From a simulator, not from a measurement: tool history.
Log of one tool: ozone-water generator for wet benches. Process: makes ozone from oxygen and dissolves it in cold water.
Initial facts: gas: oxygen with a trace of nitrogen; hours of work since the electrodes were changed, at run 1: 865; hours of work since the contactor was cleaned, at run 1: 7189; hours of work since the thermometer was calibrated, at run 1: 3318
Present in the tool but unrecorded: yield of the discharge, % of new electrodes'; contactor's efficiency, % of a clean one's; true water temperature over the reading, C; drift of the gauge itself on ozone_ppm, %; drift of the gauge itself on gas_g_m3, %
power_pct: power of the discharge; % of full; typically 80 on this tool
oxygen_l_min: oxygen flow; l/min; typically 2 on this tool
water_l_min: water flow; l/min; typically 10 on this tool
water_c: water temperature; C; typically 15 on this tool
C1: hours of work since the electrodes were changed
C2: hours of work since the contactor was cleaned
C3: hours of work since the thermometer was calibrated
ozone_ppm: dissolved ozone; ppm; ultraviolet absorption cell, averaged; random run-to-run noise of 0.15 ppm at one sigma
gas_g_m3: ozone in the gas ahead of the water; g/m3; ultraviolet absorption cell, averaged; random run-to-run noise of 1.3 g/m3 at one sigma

run 1 hour=0 | power_pct=80 oxygen_l_min=2 water_l_min=10 water_c=15 | C1=865 C2=7189 C3=3318 | ozone_ppm=17.9 gas_g_m3=236.9
run 2 hour=13.3 | power_pct=80 oxygen_l_min=2 water_l_min=10 water_c=15 | C1=875 C2=7199 C3=3328 | ozone_ppm=18.1 gas_g_m3=238.4
run 3 hour=38.2 | power_pct=80 oxygen_l_min=2 water_l_min=10 water_c=15 | C1=894 C2=7217 C3=3346 | ozone_ppm=17.8 gas_g_m3=237.7
run 4 hour=53.4 | power_pct=80 oxygen_l_min=2 water_l_min=10 water_c=15 | C1=905 C2=7228 C3=3358 | ozone_ppm=18 gas_g_m3=238
run 5 hour=76.9 | power_pct=80 oxygen_l_min=2 water_l_min=10 water_c=15 | C1=923 C2=7246 C3=3375 | ozone_ppm=17.9 gas_g_m3=238.6
run 6 hour=94.4 | power_pct=80 oxygen_l_min=2 water_l_min=10 water_c=15 | C1=936 C2=7259 C3=3388 | ozone_ppm=17.8 gas_g_m3=239.6
run 7 hour=118 | power_pct=80 oxygen_l_min=2 water_l_min=14 water_c=15 | C1=953 C2=7276 C3=3406 | ozone_ppm=12.3 gas_g_m3=240.4
run 8 hour=142.1 | power_pct=80 oxygen_l_min=2 water_l_min=14 water_c=15 | C1=971 C2=7294 C3=3424 | ozone_ppm=12.2 gas_g_m3=241.2
run 9 hour=160.8 | power_pct=80 oxygen_l_min=2 water_l_min=14 water_c=15 | C1=985 C2=7308 C3=3438 | ozone_ppm=12.4 gas_g_m3=237.7
run 10 hour=181.9 | power_pct=80 oxygen_l_min=2 water_l_min=10 water_c=15 | C1=1001 C2=7324 C3=3453 | ozone_ppm=18.2 gas_g_m3=239.4
run 11 hour=203 | power_pct=80 oxygen_l_min=2 water_l_min=10 water_c=15 | C1=1016 C2=7340 C3=3469 | ozone_ppm=17.7 gas_g_m3=238.9
run 12 hour=227.4 | power_pct=80 oxygen_l_min=2 water_l_min=10 water_c=15 | C1=1035 C2=7358 C3=3487 | ozone_ppm=18.2 gas_g_m3=236.7
run 13 hour=250.2 | power_pct=80 oxygen_l_min=2 water_l_min=10 water_c=15 | C1=1052 C2=7375 C3=3504 | ozone_ppm=18.2 gas_g_m3=237.2
run 14 hour=271.2 | power_pct=55 oxygen_l_min=2 water_l_min=10 water_c=15 | C1=1067 C2=7391 C3=3520 | ozone_ppm=13 gas_g_m3=169.3
run 15 hour=297.6 | power_pct=55 oxygen_l_min=2 water_l_min=10 water_c=15 | C1=1087 C2=7410 C3=3539 | ozone_ppm=12.8 gas_g_m3=171
run 16 hour=310.7 | power_pct=55 oxygen_l_min=2 water_l_min=10 water_c=15 | C1=1097 C2=7420 C3=3549 | ozone_ppm=12.8 gas_g_m3=172.4
run 17 hour=332.3 | power_pct=55 oxygen_l_min=2 water_l_min=10 water_c=15 | C1=1113 C2=7436 C3=3565 | ozone_ppm=13 gas_g_m3=171.4
run 18 hour=348.2 | power_pct=55 oxygen_l_min=2 water_l_min=10 water_c=15 | C1=1125 C2=7448 C3=3577 | ozone_ppm=12.9 gas_g_m3=169.4
run 19 hour=369.8 | power_pct=55 oxygen_l_min=2 water_l_min=10 water_c=15 | C1=1141 C2=7464 C3=3593 | ozone_ppm=12.9 gas_g_m3=169.3
run 20 hour=383.2 | power_pct=89 oxygen_l_min=2.87 water_l_min=7 water_c=8 | C1=1151 C2=7474 C3=3603 | ozone_ppm=31.4 gas_g_m3=218.2
run 21 hour=409.8 | power_pct=89 oxygen_l_min=2.87 water_l_min=7 water_c=8 | C1=1170 C2=7494 C3=3623 | ozone_ppm=32 gas_g_m3=215.9
run 22 hour=427.1 | power_pct=89 oxygen_l_min=2.87 water_l_min=7 water_c=8 | C1=1183 C2=7507 C3=3636 | ozone_ppm=32 gas_g_m3=213.6
run 23 hour=448.3 | power_pct=93 oxygen_l_min=2 water_l_min=10 water_c=11 | C1=1199 C2=7522 C3=3652 | ozone_ppm=21.4 gas_g_m3=271.3
run 24 hour=466.5 | power_pct=93 oxygen_l_min=1.73 water_l_min=8 water_c=11 | C1=1213 C2=7536 C3=3665 | ozone_ppm=26.7 gas_g_m3=294.2
run 25 hour=495.5 | power_pct=93 oxygen_l_min=1.73 water_l_min=8 water_c=11 | C1=1234 C2=7558 C3=3687 | ozone_ppm=27.2 gas_g_m3=294.8
run 26 hour=515.4 | power_pct=93 oxygen_l_min=1.73 water_l_min=8 water_c=11 | C1=1249 C2=7572 C3=3702 | ozone_ppm=26.9 gas_g_m3=293.5
run 27 hour=544 | power_pct=93 oxygen_l_min=1.73 water_l_min=8 water_c=11 | C1=1270 C2=7594 C3=3723 | ozone_ppm=26.7 gas_g_m3=295.8

What will run 28 give?
run 28 hour=573.3 | power_pct=93 oxygen_l_min=1.73 water_l_min=8 water_c=11 | C1=1292 C2=7615 C3=3745 | ozone_ppm=? gas_g_m3=?

ozone_ppm: 27 ppm
gas_g_m3: 294.6 g/m3
If the tool had no hidden condition, the same run with the same run-to-run variation would have returned ozone_ppm 27.1 ppm, gas_g_m3 294.8 g/m3.
